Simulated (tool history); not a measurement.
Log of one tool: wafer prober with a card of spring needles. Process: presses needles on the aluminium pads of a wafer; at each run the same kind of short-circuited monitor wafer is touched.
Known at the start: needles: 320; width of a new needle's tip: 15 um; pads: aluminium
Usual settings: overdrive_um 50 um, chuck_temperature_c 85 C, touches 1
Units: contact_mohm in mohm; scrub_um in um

Run 1, hour 0: usual settings. Result: contact_mohm 274 mohm, scrub_um 12.81 um.
At hour 7.5: tips cleaned on abrasive film.
At hour 22: tips cleaned on abrasive film.
Run 2, hour 31.5: usual settings. Result: contact_mohm 274 mohm, scrub_um 13.06 um.
At hour 37.5: tips cleaned on abrasive film.
Run 3, hour 47.1: usual settings. Result: contact_mohm 281 mohm, scrub_um 12.66 um.
At hour 53.6: tips cleaned on abrasive film.
At hour 68.3: tips cleaned on abrasive film.
At hour 83.5: tips cleaned on abrasive film.
Run 4, hour 83.5: usual settings but touches 2. Result: contact_mohm 254 mohm, scrub_um 12.7 um.
At hour 99: tips cleaned on abrasive film.
Run 5, hour 110.4: usual settings but chuck_temperature_c 39 C. Result: contact_mohm 281 mohm, scrub_um 12.5 um.
At hour 113.1: tips cleaned on abrasive film.
At hour 115.2: height of the first contact set anew.
At hour 127.6: tips cleaned on abrasive film.
Run 6, hour 129.1: usual settings. Result: contact_mohm 257 mohm, scrub_um 13.55 um.
At hour 142.9: tips cleaned on abrasive film.
Run 7, hour 153.4: usual settings but chuck_temperature_c 25 C. Result: contact_mohm 270 mohm, scrub_um 13.58 um.
At hour 158.1: tips cleaned on abrasive film.
At hour 173.5: tips cleaned on abrasive film.
At hour 187.6: tips cleaned on abrasive film.
Run 8, hour 190.2: usual settings but chuck_temperature_c 25 C. Result: contact_mohm 247 mohm, scrub_um 13.65 um.
At hour 202.2: tips cleaned on abrasive film.
At hour 216.3: tips cleaned on abrasive film.
Run 9, hour 221.9: usual settings but chuck_temperature_c 25 C. Result: contact_mohm 261 mohm, scrub_um 13.5 um.
At hour 230.6: tips cleaned on abrasive film.
Run 10, hour 241.5: usual settings but chuck_temperature_c 25 C. Result: contact_mohm 275 mohm, scrub_um 13.43 um.
At hour 245.8: tips cleaned on abrasive film.
At hour 260.9: tips cleaned on abrasive film.
Run 11, hour 262.5: usual settings but touches 3. Result: contact_mohm 250 mohm, scrub_um 13.51 um.
At hour 275.9: tips cleaned on abrasive film.
Run 12, hour 284.2: usual settings but touches 3. Result: contact_mohm 262 mohm, scrub_um 13.21 um.
At hour 290.2: tips cleaned on abrasive film.
At hour 304.9: tips cleaned on abrasive film.
Run 13, hour 318.8: usual settings but touches 3. Result: contact_mohm 262 mohm, scrub_um 13.53 um.
At hour 321.7: tips cleaned on abrasive film.
At hour 337.7: tips cleaned on abrasive film.
Run 14, hour 342.8: usual settings but chuck_temperature_c 40 C, touches 3. Result: contact_mohm 247 mohm, scrub_um 13.13 um.
At hour 352.2: tips cleaned on abrasive film.
Run 15, hour 363.8: usual settings but chuck_temperature_c 40 C, touches 3. Result: contact_mohm 254 mohm, scrub_um 13.19 um.
At hour 366.3: tips cleaned on abrasive film.
At hour 381.9: tips cleaned on abrasive film.
At hour 397.8: tips cleaned on abrasive film.
Run 16, hour 397.8: usual settings but chuck_temperature_c 27 C. Result: contact_mohm 237 mohm, scrub_um 13.06 um.
At hour 411.9: tips cleaned on abrasive film.
Run 17, hour 422.9: usual settings but chuck_temperature_c 27 C. Result: contact_mohm 279 mohm, scrub_um 13.12 um.
At hour 428.1: tips cleaned on abrasive film.
Run 18, hour 439.7: usual settings. Result: contact_mohm 290 mohm, scrub_um 13.15 um.
At hour 442.6: tips cleaned on abrasive film.
At hour 458.3: tips cleaned on abrasive film.
Run 19, hour 466.4: usual settings but chuck_temperature_c 41 C. Result: contact_mohm 272 mohm, scrub_um 12.82 um.
At hour 472.7: tips cleaned on abrasive film.
At hour 487.6: tips cleaned on abrasive film.
Run 20, hour 491.3: usual settings but overdrive_um 45 um, chuck_temperature_c 41 C. Result: contact_mohm 267 mohm, scrub_um 11.58 um.
At hour 503.2: tips cleaned on abrasive film.
At hour 517.4: tips cleaned on abrasive film.
Run 21, hour 521.5: usual settings but chuck_temperature_c 124 C. Result: contact_mohm 284 mohm, scrub_um 13.07 um.
At hour 533.5: tips cleaned on abrasive film.
At hour 548.3: tips cleaned on abrasive film.
Run 22, hour 553.5: usual settings but overdrive_um 55 um, chuck_temperature_c 58 C, touches 3. Result: contact_mohm 252 mohm, scrub_um 14.05 um.
At hour 563.3: tips cleaned on abrasive film.
Run 23, hour 571.6: usual settings but overdrive_um 55 um, chuck_temperature_c 58 C, touches 3. Result: contact_mohm 248 mohm, scrub_um 14.25 um.
At hour 579.2: tips cleaned on abrasive film.
At hour 594: tips cleaned on abrasive film.
Run 24, hour 598.3: usual settings but overdrive_um 55 um, chuck_temperature_c 58 C, touches 3. Result: contact_mohm 246 mohm, scrub_um 14.22 um.
At hour 610: tips cleaned on abrasive film.
At hour 624.8: tips cleaned on abrasive film.
Run 25, hour 633.5: usual settings but overdrive_um 66 um. Result: contact_mohm 265 mohm, scrub_um 17 um.
At hour 641.4: tips cleaned on abrasive film.
At hour 656.7: tips cleaned on abrasive film.
Run 26, hour 668.8: usual settings but overdrive_um 43 um. Result: contact_mohm 317 mohm, scrub_um 10.87 um.
At hour 672.2: tips cleaned on abrasive film.
At hour 687.9: tips cleaned on abrasive film.
Run 27, hour 694.5: usual settings but overdrive_um 41 um, chuck_temperature_c 49 C. Result: contact_mohm 296 mohm, scrub_um 10.48 um.
At hour 702.9: tips cleaned on abrasive film.
At hour 717.4: tips cleaned on abrasive film.
Run 28, hour 719.7: usual settings but overdrive_um 35 um, chuck_temperature_c 87 C, touches 2. Result: contact_mohm 278 mohm, scrub_um 8.4 um.
At hour 733.2: tips cleaned on abrasive film.
Run 29, hour 737.4: usual settings but overdrive_um 34 um, chuck_temperature_c 87 C. Result: contact_mohm 317 mohm, scrub_um 8.19 um.
At hour 747.9: tips cleaned on abrasive film.
At hour 763.4: tips cleaned on abrasive film.
Run 30, hour 765.8: usual settings but overdrive_um 34 um, chuck_temperature_c 87 C. Result: contact_mohm 302 mohm, scrub_um 8.04 um.

Forecast each of these 3 alternatives for the next run:
At hour 780.1: tips cleaned on abrasive film.
At hour 788.7: height of the first contact set anew.
At hour 794.9: tips cleaned on abrasive film.
Run A, hour 796.3: usual settings but overdrive_um 37 um, chuck_temperature_c 95 C. Result: contact_mohm ?, scrub_um ?.
At hour 780.1: tips cleaned on abrasive film.
At hour 788.7: height of the first contact set anew.
At hour 794.9: tips cleaned on abrasive film.
Run B, hour 796.3: usual settings but overdrive_um 49 um, chuck_temperature_c 79 C. Result: contact_mohm ?, scrub_um ?.
At hour 780.1: tips cleaned on abrasive film.
At hour 788.7: height of the first contact set anew.
At hour 794.9: tips cleaned on abrasive film.
Run C, hour 796.3: usual settings but overdrive_um 37 um, chuck_temperature_c 92 C. Result: contact_mohm ?, scrub_um ?.

run  contact_mohm  scrub_um
  A           283     10.08
  B           264     13.28
  C           281     10.24
Without the tool's hidden state the same runs would have given:
run  contact_mohm  scrub_um
  A           256      10.1
  B           247     13.31
  C           253     10.27

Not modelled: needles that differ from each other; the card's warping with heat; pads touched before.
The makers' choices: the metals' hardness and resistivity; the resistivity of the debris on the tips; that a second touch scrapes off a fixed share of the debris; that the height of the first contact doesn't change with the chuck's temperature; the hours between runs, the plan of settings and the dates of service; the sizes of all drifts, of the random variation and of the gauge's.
